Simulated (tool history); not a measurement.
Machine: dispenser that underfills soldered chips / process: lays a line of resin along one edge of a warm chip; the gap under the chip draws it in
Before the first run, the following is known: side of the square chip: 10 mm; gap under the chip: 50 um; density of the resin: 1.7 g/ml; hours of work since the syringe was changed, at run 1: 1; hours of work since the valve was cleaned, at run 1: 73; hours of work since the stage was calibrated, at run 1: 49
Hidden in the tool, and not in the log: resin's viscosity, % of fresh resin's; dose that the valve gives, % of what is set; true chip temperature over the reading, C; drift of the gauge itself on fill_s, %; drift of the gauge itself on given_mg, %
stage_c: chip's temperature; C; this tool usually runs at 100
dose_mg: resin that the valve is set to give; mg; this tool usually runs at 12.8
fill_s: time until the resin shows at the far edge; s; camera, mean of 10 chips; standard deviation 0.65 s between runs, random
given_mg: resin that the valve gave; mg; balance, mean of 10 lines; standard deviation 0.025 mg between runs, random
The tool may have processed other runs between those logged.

| run | day | stage_c | dose_mg | hours of work since the syringe was changed | hours of work since the valve was cleaned | hours of work since the stage was calibrated | fill_s | given_mg |
|---|---|---|---|---|---|---|---|---|
| 1 | 0 | 100 | 12.8 | 1 | 73 | 49 | 60.7 | 12.51 |
|  | 0.496 | new syringe of resin |
| 2 | 0.592 | 100 | 12.8 | 2 | 82 | 58 | 64.8 | 12.46 |
| 3 | 0.958 | 100 | 12.8 | 7 | 88 | 64 | 100.2 | 12.42 |
|  | 1.054 | new syringe of resin |
| 4 | 1.429 | 93 | 12.8 | 6 | 95 | 72 | 110.6 | 12.4 |
|  | 1.6 | new syringe of resin |
| 5 | 1.992 | 93 | 12.8 | 6 | 104 | 81 | 113.4 | 12.4 |
|  | 2.15 | new syringe of resin |
| 6 | 2.512 | 100 | 12.8 | 6 | 112 | 89 | 88.1 | 12.3 |
|  | 2.696 | new syringe of resin |
| 7 | 2.904 | 100 | 13.5 | 3 | 118 | 95 | 74.2 | 13.01 |
|  | 3.246 | new syringe of resin |
|  | 3.288 | dispensing valve cleaned and set on the balance |
| 8 | 3.554 | 113 | 12.8 | 4 | 4 | 104 | 52.8 | 12.8 |
|  | 3.862 | new syringe of resin |
| 9 | 4 | 91 | 12.8 | 2 | 11 | 111 | 89.6 | 12.74 |
|  | 4.396 | new syringe of resin |
| 10 | 4.408 | 100 | 12.8 | 0 | 18 | 118 | 57.6 | 12.71 |
| 11 | 4.704 | 100 | 12.8 | 5 | 22 | 123 | 80.5 | 12.71 |
|  | 4.942 | new syringe of resin |
| 12 | 5.004 | 100 | 11.4 | 1 | 27 | 127 | 62.2 | 11.3 |
|  | 5.496 | new syringe of resin |
| 13 | 5.721 | 100 | 11.4 | 4 | 38 | 138 | 73.2 | 11.27 |
|  | 6.042 | new syringe of resin |
| 14 | 6.075 | 115 | 12.8 | 1 | 44 | 144 | 37.2 | 12.64 |
|  | 6.6 | new syringe of resin |
| 15 | 6.6 | 115 | 12.8 | 0 | 52 | 152 | 36 | 12.63 |
| 16 | 7.108 | 115 | 12.8 | 8 | 60 | 160 | 65.8 | 12.6 |
|  | 7.162 | new syringe of resin |
|  | 7.75 | new syringe of resin |
| 17 | 7.804 | 115 | 12.8 | 1 | 71 | 171 | 39.4 | 12.5 |
|  | 8.292 | new syringe of resin |
| 18 | 8.292 | 113 | 13.8 | 0 | 79 | 179 | 37.3 | 13.47 |
| 19 | 8.633 | 86 | 13.7 | 5 | 84 | 184 | 128.9 | 13.3 |
|  | 8.825 | new syringe of resin |
| 20 | 8.992 | 103 | 16.3 | 3 | 90 | 190 | 61.4 | 15.82 |
| 21 | 9.279 | 108 | 14.8 | 7 | 94 | 194 | 75.4 | 14.36 |
|  | 9.371 | new syringe of resin |
| 22 | 9.721 | 108 | 14.8 | 6 | 101 | 201 | 68.1 | 14.37 |
|  | 9.933 | new syringe of resin |
| 23 | 10.383 | 114 | 15.3 | 7 | 112 | 212 | 60.5 | 14.83 |
|  | 10.483 | new syringe of resin |
| 24 | 10.971 | 110 | 11.7 | 8 | 121 | 221 | 75.2 | 11.27 |
|  | 11.046 | new syringe of resin |
|  | 11.217 | dispensing valve cleaned and set on the balance |
| 25 | 11.558 | 99 | 11.2 | 8 | 5 | 230 | 102.6 | 11.14 |
|  | 11.629 | new syringe of resin |
| 26 | 12 | 100 | 12.2 | 6 | 12 | 236 | 87.5 | 12.13 |
|  | 12.188 | new syringe of resin |
| 27 | 12.321 | 100 | 14 | 2 | 17 | 241 | 64.2 | 13.93 |
|  | 12.758 | new syringe of resin |
| 28 | 12.8 | 92 | 12.8 | 1 | 25 | 249 | 75.2 | 12.68 |
|  | 13.3 | new syringe of resin |
| 29 | 13.3 | 95 | 11.5 | 0 | 33 | 257 | 65.4 | 11.38 |
|  | 13.842 | new syringe of resin |
| 30 | 13.842 | 86 | 16.3 | 0 | 41 | 265 | 86.6 | 16.09 |
| 31 | 14.242 | 86 | 11.9 | 6 | 48 | 272 | 143.4 | 11.69 |
|  | 14.404 | new syringe of resin |
| 32 | 14.879 | 100 | 16 | 8 | 58 | 282 | 93.2 | 15.7 |
|  | 14.971 | new syringe of resin |
| 33 | 15.383 | 100 | 13.4 | 7 | 66 | 290 | 86.3 | 13.07 |
|  | 15.546 | new syringe of resin |
| 34 | 15.683 | 100 | 13.4 | 2 | 70 | 294 | 63 | 13.06 |

Measured minus without-hidden-state, run by run (identical run-to-run variation in each term; gauge scatter may differ):
| run | fill_s | given_mg |
|---|---|---|
| 1 | +2.2 | -0.3 |
| 2 | +6.8 | -0.33 |
| 3 | +42.5 | -0.36 |
| 4 | +38.9 | -0.39 |
| 5 | +42.2 | -0.43 |
| 6 | +30.9 | -0.46 |
| 7 | +16.1 | -0.52 |
| 8 | +13.7 | +0 |
| 9 | +11.6 | -0.03 |
| 10 | -0.3 | -0.05 |
| 11 | +23.9 | -0.07 |
| 12 | +2.9 | -0.08 |
| 13 | +15.8 | -0.12 |
| 14 | +0.1 | -0.16 |
| 15 | -0.8 | -0.2 |
| 16 | +29.3 | -0.22 |
| 17 | +2 | -0.27 |
| 18 | -1.3 | -0.32 |
| 19 | +39.4 | -0.35 |
| 20 | +10.2 | -0.44 |
| 21 | +30.8 | -0.42 |
| 22 | +22.3 | -0.46 |
| 23 | +23.7 | -0.52 |
| 24 | +31.5 | -0.43 |
| 25 | +41.8 | -0.03 |
| 26 | +28.7 | -0.06 |
| 27 | +7.6 | -0.09 |
| 28 | -0.3 | -0.12 |
| 29 | -3.5 | -0.13 |
| 30 | -2.8 | -0.23 |
| 31 | +52.1 | -0.19 |
| 32 | +37.9 | -0.32 |
| 33 | +29.7 | -0.3 |
| 34 | +5.9 | -0.31 |
